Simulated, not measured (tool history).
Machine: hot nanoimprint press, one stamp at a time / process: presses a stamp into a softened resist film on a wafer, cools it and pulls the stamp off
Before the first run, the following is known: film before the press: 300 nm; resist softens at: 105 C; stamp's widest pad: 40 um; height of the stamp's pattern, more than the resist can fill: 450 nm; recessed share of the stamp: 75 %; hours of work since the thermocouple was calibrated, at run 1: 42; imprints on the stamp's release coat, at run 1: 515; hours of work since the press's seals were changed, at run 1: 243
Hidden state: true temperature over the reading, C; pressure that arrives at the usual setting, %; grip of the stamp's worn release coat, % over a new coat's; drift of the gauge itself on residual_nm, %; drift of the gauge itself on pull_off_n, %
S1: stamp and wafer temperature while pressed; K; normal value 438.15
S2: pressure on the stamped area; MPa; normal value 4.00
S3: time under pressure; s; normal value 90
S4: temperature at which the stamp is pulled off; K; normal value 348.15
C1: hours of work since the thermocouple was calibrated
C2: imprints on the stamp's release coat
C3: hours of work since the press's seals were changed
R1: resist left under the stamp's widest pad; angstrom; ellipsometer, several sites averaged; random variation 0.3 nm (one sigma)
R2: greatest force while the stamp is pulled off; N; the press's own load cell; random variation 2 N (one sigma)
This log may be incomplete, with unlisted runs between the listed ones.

{"run": 1, "day": 0.0, "S1": 438.15, "S2": 4.0, "S3": 90, "S4": 348.15, "C1": 42, "C2": 515, "C3": 243, "R1": 1418, "R2": 210}
{"run": 2, "day": 0.367, "S1": 438.15, "S2": 4.0, "S3": 90, "S4": 348.15, "C1": 47, "C2": 538, "C3": 248, "R1": 1413, "R2": 210}
{"run": 3, "day": 0.75, "S1": 428.15, "S2": 4.0, "S3": 90, "S4": 348.15, "C1": 53, "C2": 562, "C3": 254, "R1": 2178, "R2": 204}
{"run": 4, "day": 1.05, "S1": 428.15, "S2": 4.0, "S3": 166, "S4": 348.15, "C1": 58, "C2": 581, "C3": 259, "R1": 1839, "R2": 208}
{"run": 5, "day": 1.458, "S1": 428.15, "S2": 4.0, "S3": 166, "S4": 348.15, "C1": 64, "C2": 607, "C3": 265, "R1": 1839, "R2": 209}
{"run": 6, "day": 1.746, "S1": 428.15, "S2": 4.0, "S3": 166, "S4": 348.15, "C1": 69, "C2": 625, "C3": 270, "R1": 1833, "R2": 207}
{"run": 7, "day": 2.121, "S1": 428.15, "S2": 4.0, "S3": 166, "S4": 348.15, "C1": 75, "C2": 649, "C3": 276, "R1": 1833, "R2": 206}
{"run": 8, "day": 2.333, "S1": 448.15, "S2": 4.0, "S3": 90, "S4": 348.15, "C1": 78, "C2": 662, "C3": 279, "R1": 865, "R2": 210}
{"run": 9, "day": 2.667, "S1": 448.15, "S2": 4.0, "S3": 90, "S4": 348.15, "C1": 83, "C2": 683, "C3": 284, "R1": 861, "R2": 210}
{"run": 10, "day": 2.896, "S1": 448.15, "S2": 4.0, "S3": 90, "S4": 348.15, "C1": 87, "C2": 698, "C3": 288, "R1": 862, "R2": 210}
{"run": 11, "day": 3.138, "S1": 438.15, "S2": 4.0, "S3": 90, "S4": 351.15, "C1": 90, "C2": 713, "C3": 291, "R1": 1399, "R2": 193}
{"run": 12, "day": 3.388, "S1": 438.15, "S2": 5.1, "S3": 90, "S4": 351.15, "C1": 94, "C2": 729, "C3": 295, "R1": 1272, "R2": 196}
{"run": 13, "day": 3.654, "S1": 438.15, "S2": 5.1, "S3": 90, "S4": 351.15, "C1": 98, "C2": 746, "C3": 299, "R1": 1266, "R2": 196}
{"run": 14, "day": 4.029, "S1": 438.15, "S2": 4.0, "S3": 90, "S4": 348.15, "C1": 104, "C2": 769, "C3": 305, "R1": 1399, "R2": 216}
{"run": 15, "day": 4.292, "S1": 438.15, "S2": 4.0, "S3": 90, "S4": 348.15, "C1": 108, "C2": 786, "C3": 309, "R1": 1401, "R2": 211}
{"run": 16, "day": 4.483, "S1": 438.15, "S2": 4.0, "S3": 143, "S4": 337.15, "C1": 111, "C2": 798, "C3": 312, "R1": 1158, "R2": 279}
{"run": 17, "day": 4.771, "S1": 442.15, "S2": 4.0, "S3": 122, "S4": 352.15, "C1": 116, "C2": 816, "C3": 317, "R1": 1010, "R2": 187}
{"run": 18, "day": 5.15, "S1": 447.15, "S2": 4.0, "S3": 47, "S4": 348.15, "C1": 122, "C2": 840, "C3": 323, "R1": 1190, "R2": 217}
{"run": 19, "day": 5.346, "S1": 446.15, "S2": 2.75, "S3": 74, "S4": 340.15, "C1": 125, "C2": 853, "C3": 326, "R1": 1210, "R2": 256}
{"run": 20, "day": 5.654, "S1": 428.15, "S2": 4.0, "S3": 90, "S4": 335.15, "C1": 130, "C2": 872, "C3": 331, "R1": 2150, "R2": 290}
{"run": 21, "day": 6.021, "S1": 428.15, "S2": 4.0, "S3": 90, "S4": 355.15, "C1": 135, "C2": 895, "C3": 336, "R1": 2151, "R2": 173}
{"run": 22, "day": 6.242, "S1": 426.15, "S2": 3.84, "S3": 72, "S4": 343.15, "C1": 139, "C2": 909, "C3": 340, "R1": 2425, "R2": 250}
{"run": 23, "day": 6.525, "S1": 438.15, "S2": 4.0, "S3": 140, "S4": 348.15, "C1": 143, "C2": 927, "C3": 344, "R1": 1166, "R2": 215}
{"run": 24, "day": 6.912, "S1": 438.15, "S2": 4.0, "S3": 140, "S4": 348.15, "C1": 149, "C2": 951, "C3": 350, "R1": 1162, "R2": 212}
{"run": 25, "day": 7.279, "S1": 438.15, "S2": 4.2, "S3": 129, "S4": 348.15, "C1": 155, "C2": 975, "C3": 356, "R1": 1182, "R2": 214}
{"run": 26, "day": 7.517, "S1": 438.15, "S2": 4.2, "S3": 129, "S4": 348.15, "C1": 159, "C2": 990, "C3": 360, "R1": 1176, "R2": 219}
{"run": 27, "day": 7.9, "S1": 432.15, "S2": 2.62, "S3": 90, "S4": 345.15, "C1": 165, "C2": 1014, "C3": 366, "R1": 2063, "R2": 230}
{"run": 28, "day": 8.2, "S1": 432.15, "S2": 2.62, "S3": 90, "S4": 345.15, "C1": 169, "C2": 1033, "C3": 370, "R1": 2081, "R2": 231}
{"run": 29, "day": 8.542, "S1": 443.15, "S2": 5.05, "S3": 90, "S4": 340.15, "C1": 175, "C2": 1054, "C3": 376, "R1": 976, "R2": 265}
{"run": 30, "day": 8.779, "S1": 443.15, "S2": 5.05, "S3": 90, "S4": 340.15, "C1": 178, "C2": 1069, "C3": 379, "R1": 977, "R2": 265}

Predict each of these 4 candidate next runs independently; none follows another, all start after run 30:
{"run": "A", "day": 9.121, "S1": 427.15, "S2": 5.54, "S3": 90, "S4": 348.15, "C1": 184, "C2": 1091, "C3": 385, "R1": "?", "R2": "?"}
{"run": "B", "day": 9.121, "S1": 443.15, "S2": 4.13, "S3": 90, "S4": 340.15, "C1": 184, "C2": 1091, "C3": 385, "R1": "?", "R2": "?"}
{"run": "C", "day": 9.121, "S1": 426.15, "S2": 5.05, "S3": 90, "S4": 340.15, "C1": 184, "C2": 1091, "C3": 385, "R1": "?", "R2": "?"}
{"run": "D", "day": 9.121, "S1": 438.15, "S2": 2.74, "S3": 113, "S4": 348.15, "C1": 184, "C2": 1091, "C3": 385, "R1": "?", "R2": "?"}

run=A R1=2040 R2=217
run=B R1=1061 R2=271
run=C R1=2167 R2=269
run=D R1=1468 R2=222
Had the tool no hidden state, the same runs would have come out as:
run=A R1=2078 R2=195
run=B R1=1087 R2=241
run=C R1=2206 R2=240
run=D R1=1509 R2=199

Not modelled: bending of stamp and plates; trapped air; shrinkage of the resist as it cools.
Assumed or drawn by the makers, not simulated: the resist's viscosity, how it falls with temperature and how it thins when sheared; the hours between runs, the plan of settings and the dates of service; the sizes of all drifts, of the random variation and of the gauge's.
